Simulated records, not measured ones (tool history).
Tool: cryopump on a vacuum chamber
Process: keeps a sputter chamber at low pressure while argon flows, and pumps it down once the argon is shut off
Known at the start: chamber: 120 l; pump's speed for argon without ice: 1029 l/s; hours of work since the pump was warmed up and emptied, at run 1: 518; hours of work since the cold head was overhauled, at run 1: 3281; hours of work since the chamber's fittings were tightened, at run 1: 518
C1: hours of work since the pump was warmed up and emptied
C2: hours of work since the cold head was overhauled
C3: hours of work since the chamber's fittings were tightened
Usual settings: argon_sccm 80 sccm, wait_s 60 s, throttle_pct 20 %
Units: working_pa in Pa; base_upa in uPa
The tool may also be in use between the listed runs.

{"run": 1, "day": 0.0, "argon_sccm": 80, "wait_s": 60, "throttle_pct": 20, "C1": 518, "C2": 3281, "C3": 518, "working_pa": 0.6707, "base_upa": 1.88}
{"run": 2, "day": 3.85, "argon_sccm": 80, "wait_s": 60, "throttle_pct": 20, "C1": 595, "C2": 3358, "C3": 595, "working_pa": 0.6805, "base_upa": 2.03}
{"run": 3, "day": 8.808, "argon_sccm": 80, "wait_s": 60, "throttle_pct": 37, "C1": 694, "C2": 3457, "C3": 694, "working_pa": 0.3773, "base_upa": 2.1}
{"run": 4, "day": 14.062, "argon_sccm": 80, "wait_s": 60, "throttle_pct": 19, "C1": 798, "C2": 3561, "C3": 798, "working_pa": 0.7155, "base_upa": 2.33}
{"day": 16.125, "done": "pump warmed up, emptied and cooled again"}
{"run": 5, "day": 18.558, "argon_sccm": 80, "wait_s": 44, "throttle_pct": 20, "C1": 48, "C2": 3647, "C3": 884, "working_pa": 0.6606, "base_upa": 2.61}
{"run": 6, "day": 22.208, "argon_sccm": 80, "wait_s": 44, "throttle_pct": 20, "C1": 121, "C2": 3719, "C3": 956, "working_pa": 0.6667, "base_upa": 2.63}
{"run": 7, "day": 27.146, "argon_sccm": 80, "wait_s": 224, "throttle_pct": 20, "C1": 219, "C2": 3818, "C3": 1055, "working_pa": 0.6666, "base_upa": 1.69}
{"run": 8, "day": 30.375, "argon_sccm": 80, "wait_s": 224, "throttle_pct": 20, "C1": 284, "C2": 3882, "C3": 1119, "working_pa": 0.6721, "base_upa": 1.69}
{"run": 9, "day": 34.292, "argon_sccm": 80, "wait_s": 224, "throttle_pct": 20, "C1": 362, "C2": 3960, "C3": 1197, "working_pa": 0.6664, "base_upa": 1.86}
{"run": 10, "day": 37.512, "argon_sccm": 80, "wait_s": 171, "throttle_pct": 20, "C1": 426, "C2": 4024, "C3": 1261, "working_pa": 0.6763, "base_upa": 2.01}
{"run": 11, "day": 42.758, "argon_sccm": 80, "wait_s": 171, "throttle_pct": 20, "C1": 530, "C2": 4129, "C3": 1366, "working_pa": 0.6793, "base_upa": 2.09}
{"run": 12, "day": 44.983, "argon_sccm": 80, "wait_s": 171, "throttle_pct": 20, "C1": 575, "C2": 4173, "C3": 1410, "working_pa": 0.6769, "base_upa": 2.2}
{"run": 13, "day": 48.204, "argon_sccm": 80, "wait_s": 204, "throttle_pct": 20, "C1": 639, "C2": 4237, "C3": 1474, "working_pa": 0.6767, "base_upa": 2.19}
{"run": 14, "day": 53.379, "argon_sccm": 80, "wait_s": 194, "throttle_pct": 20, "C1": 742, "C2": 4340, "C3": 1577, "working_pa": 0.6839, "base_upa": 2.44}
{"run": 15, "day": 56.383, "argon_sccm": 80, "wait_s": 194, "throttle_pct": 20, "C1": 802, "C2": 4400, "C3": 1637, "working_pa": 0.6846, "base_upa": 2.52}
{"day": 58.179, "done": "pump warmed up, emptied and cooled again"}
{"run": 16, "day": 60.588, "argon_sccm": 80, "wait_s": 194, "throttle_pct": 20, "C1": 48, "C2": 4479, "C3": 1716, "working_pa": 0.6626, "base_upa": 2.33}
{"run": 17, "day": 64.6, "argon_sccm": 80, "wait_s": 194, "throttle_pct": 20, "C1": 128, "C2": 4559, "C3": 1796, "working_pa": 0.6669, "base_upa": 2.43}
{"run": 18, "day": 67.279, "argon_sccm": 80, "wait_s": 58, "throttle_pct": 20, "C1": 181, "C2": 4613, "C3": 1850, "working_pa": 0.6725, "base_upa": 3.22}
{"run": 19, "day": 70.425, "argon_sccm": 80, "wait_s": 263, "throttle_pct": 25, "C1": 244, "C2": 4675, "C3": 1912, "working_pa": 0.5388, "base_upa": 2.52}
{"run": 20, "day": 75.783, "argon_sccm": 80, "wait_s": 273, "throttle_pct": 19, "C1": 350, "C2": 4782, "C3": 2019, "working_pa": 0.7076, "base_upa": 2.68}
{"run": 21, "day": 79.367, "argon_sccm": 123, "wait_s": 278, "throttle_pct": 20, "C1": 422, "C2": 4853, "C3": 2090, "working_pa": 1.04, "base_upa": 2.82}
{"run": 22, "day": 83.875, "argon_sccm": 107, "wait_s": 134, "throttle_pct": 30, "C1": 512, "C2": 4943, "C3": 2180, "working_pa": 0.6112, "base_upa": 3.1}
{"day": 84.7, "done": "leaking fittings of the chamber tightened, without venting"}
{"run": 23, "day": 87.638, "argon_sccm": 97, "wait_s": 134, "throttle_pct": 30, "C1": 585, "C2": 5016, "C3": 58, "working_pa": 0.5569, "base_upa": 0.97}
{"run": 24, "day": 91.65, "argon_sccm": 139, "wait_s": 121, "throttle_pct": 21, "C1": 665, "C2": 5096, "C3": 138, "working_pa": 1.124, "base_upa": 1.13}
{"run": 25, "day": 96.792, "argon_sccm": 43, "wait_s": 93, "throttle_pct": 20, "C1": 767, "C2": 5199, "C3": 241, "working_pa": 0.3662, "base_upa": 1.37}
{"run": 26, "day": 99.562, "argon_sccm": 43, "wait_s": 54, "throttle_pct": 20, "C1": 822, "C2": 5254, "C3": 296, "working_pa": 0.3671, "base_upa": 1.93}

Forecast run 27:
{"day": 100.292, "done": "pump warmed up, emptied and cooled again"}
{"run": 27, "day": 105.021, "argon_sccm": 61, "wait_s": 228, "throttle_pct": 17, "C1": 94, "C2": 5358, "C3": 400, "working_pa": "?", "base_upa": "?"}

Run 27 gave working_pa 0.5980 Pa, base_upa 1.09 uPa.
Without the tool's hidden state the same run would have given working_pa 0.5892 Pa, base_upa 0.59 uPa.

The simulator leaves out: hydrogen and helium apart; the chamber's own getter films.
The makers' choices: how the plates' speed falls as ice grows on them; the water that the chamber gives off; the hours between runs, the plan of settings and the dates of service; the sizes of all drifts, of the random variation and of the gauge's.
